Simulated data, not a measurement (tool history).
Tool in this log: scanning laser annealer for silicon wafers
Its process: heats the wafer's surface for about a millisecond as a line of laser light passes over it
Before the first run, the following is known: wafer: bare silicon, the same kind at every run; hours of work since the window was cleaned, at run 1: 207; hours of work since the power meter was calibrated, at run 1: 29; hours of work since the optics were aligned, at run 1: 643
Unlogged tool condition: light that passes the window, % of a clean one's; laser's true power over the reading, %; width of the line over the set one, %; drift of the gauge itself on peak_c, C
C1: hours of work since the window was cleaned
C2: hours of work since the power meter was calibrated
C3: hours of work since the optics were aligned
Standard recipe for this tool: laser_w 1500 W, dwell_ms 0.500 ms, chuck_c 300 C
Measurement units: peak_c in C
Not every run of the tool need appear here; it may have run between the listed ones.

run 1 hour=0.0 | laser_w=1500 dwell_ms=0.500 chuck_c=300 | C1=207 C2=29 C3=643 | peak_c=999
run 2 hour=17.3 | laser_w=1500 dwell_ms=0.477 chuck_c=300 | C1=217 C2=39 C3=653 | peak_c=982
run 3 hour=31.2 | laser_w=1500 dwell_ms=0.477 chuck_c=300 | C1=225 C2=47 C3=661 | peak_c=980
run 4 hour=48.2 | laser_w=1500 dwell_ms=0.477 chuck_c=300 | C1=234 C2=57 C3=670 | peak_c=982
run 5 hour=63.4 | laser_w=1500 dwell_ms=0.500 chuck_c=300 | C1=243 C2=65 C3=679 | peak_c=994
run 6 hour=81.5 | laser_w=1500 dwell_ms=0.500 chuck_c=300 | C1=253 C2=75 C3=689 | peak_c=994
run 7 hour=101.1 | laser_w=1370 dwell_ms=0.500 chuck_c=300 | C1=264 C2=86 C3=700 | peak_c=920
run 8 hour=119.2 | laser_w=1370 dwell_ms=0.500 chuck_c=300 | C1=274 C2=96 C3=710 | peak_c=921
run 9 hour=131.1 | laser_w=1370 dwell_ms=0.500 chuck_c=300 | C1=281 C2=103 C3=717 | peak_c=920
run 10 hour=139.7 | laser_w=1370 dwell_ms=0.500 chuck_c=300 | C1=286 C2=108 C3=722 | peak_c=917
run 11 hour=157.9 | laser_w=1370 dwell_ms=0.500 chuck_c=300 | C1=296 C2=118 C3=732 | peak_c=919
run 12 hour=177.0 | laser_w=1500 dwell_ms=0.500 chuck_c=300 | C1=307 C2=129 C3=743 | peak_c=993
run 13 hour=185.6 | laser_w=1500 dwell_ms=0.591 chuck_c=300 | C1=312 C2=134 C3=747 | peak_c=1045
run 14 hour=206.0 | laser_w=1500 dwell_ms=0.591 chuck_c=300 | C1=323 C2=145 C3=759 | peak_c=1043
run 15 hour=225.4 | laser_w=1500 dwell_ms=0.591 chuck_c=300 | C1=334 C2=156 C3=770 | peak_c=1045
run 16 hour=238.4 | laser_w=1281 dwell_ms=0.500 chuck_c=300 | C1=341 C2=163 C3=777 | peak_c=867
run 17 hour=252.7 | laser_w=1500 dwell_ms=0.500 chuck_c=300 | C1=349 C2=171 C3=785 | peak_c=989
run 18 hour=264.5 | laser_w=1500 dwell_ms=0.500 chuck_c=300 | C1=356 C2=178 C3=792 | peak_c=987
run 19 hour=273.2 | laser_w=1500 dwell_ms=0.500 chuck_c=300 | C1=361 C2=183 C3=797 | peak_c=987
run 20 hour=286.6 | laser_w=1500 dwell_ms=0.427 chuck_c=300 | C1=368 C2=190 C3=804 | peak_c=941
run 21 hour=298.3 | laser_w=1500 dwell_ms=0.427 chuck_c=300 | C1=375 C2=197 C3=811 | peak_c=944
run 22 hour=315.0 | laser_w=1288 dwell_ms=0.605 chuck_c=295 | C1=384 C2=206 C3=820 | peak_c=913
run 23 hour=334.3 | laser_w=1441 dwell_ms=0.605 chuck_c=295 | C1=395 C2=217 C3=831 | peak_c=1006
-- hour=351.5 window over the wafer cleaned
run 24 hour=357.2 | laser_w=1342 dwell_ms=0.605 chuck_c=295 | C1=3 C2=229 C3=843 | peak_c=966
run 25 hour=366.0 | laser_w=1342 dwell_ms=0.605 chuck_c=295 | C1=8 C2=234 C3=848 | peak_c=965
run 26 hour=378.6 | laser_w=1342 dwell_ms=0.605 chuck_c=295 | C1=15 C2=241 C3=855 | peak_c=968
run 27 hour=399.4 | laser_w=1500 dwell_ms=0.608 chuck_c=301 | C1=27 C2=253 C3=866 | peak_c=1073
run 28 hour=419.0 | laser_w=1354 dwell_ms=0.517 chuck_c=329 | C1=38 C2=264 C3=877 | peak_c=961
run 29 hour=438.2 | laser_w=1573 dwell_ms=0.399 chuck_c=296 | C1=49 C2=274 C3=888 | peak_c=970
run 30 hour=448.4 | laser_w=1633 dwell_ms=0.438 chuck_c=326 | C1=54 C2=280 C3=894 | peak_c=1062
run 31 hour=468.3 | laser_w=1388 dwell_ms=0.531 chuck_c=293 | C1=66 C2=291 C3=905 | peak_c=951
run 32 hour=481.6 | laser_w=1388 dwell_ms=0.531 chuck_c=293 | C1=73 C2=299 C3=913 | peak_c=951
run 33 hour=495.9 | laser_w=1474 dwell_ms=0.577 chuck_c=300 | C1=81 C2=307 C3=921 | peak_c=1034
run 34 hour=510.1 | laser_w=1474 dwell_ms=0.577 chuck_c=300 | C1=89 C2=315 C3=929 | peak_c=1036
run 35 hour=528.9 | laser_w=1644 dwell_ms=0.377 chuck_c=320 | C1=100 C2=325 C3=939 | peak_c=1016
run 36 hour=547.9 | laser_w=1644 dwell_ms=0.377 chuck_c=320 | C1=110 C2=336 C3=950 | peak_c=1013
run 37 hour=564.3 | laser_w=1349 dwell_ms=0.613 chuck_c=311 | C1=119 C2=345 C3=959 | peak_c=983
run 38 hour=578.0 | laser_w=1510 dwell_ms=0.436 chuck_c=300 | C1=127 C2=353 C3=967 | peak_c=962
run 39 hour=590.4 | laser_w=1510 dwell_ms=0.436 chuck_c=300 | C1=134 C2=360 C3=974 | peak_c=967
run 40 hour=600.6 | laser_w=1517 dwell_ms=0.436 chuck_c=294 | C1=140 C2=366 C3=979 | peak_c=962
run 41 hour=617.0 | laser_w=1500 dwell_ms=0.599 chuck_c=268 | C1=149 C2=375 C3=989 | peak_c=1021

Some steps in peak_c between neighbouring runs. How much of each would the tool show without its hidden state too (settings, what came in, random variation), and how much is left for the hidden state, with any gauge scatter that isn't in both results?
Run 15 -> 16: laser_w 1500 -> 1281, dwell_ms 0.591 -> 0.500. peak_c -178 C: hidden state +6, all else -184.
Run 16 -> 17: laser_w 1281 -> 1500. peak_c +122 C: hidden state -5, all else +127.
Run 23 -> 24: laser_w 1441 -> 1342, window over the wafer cleaned. peak_c -40 C: hidden state +24, all else -64.
Run 27 -> 28: laser_w 1500 -> 1354, dwell_ms 0.608 -> 0.517, chuck_c 301 -> 329. peak_c -112 C: hidden state +1, all else -113.
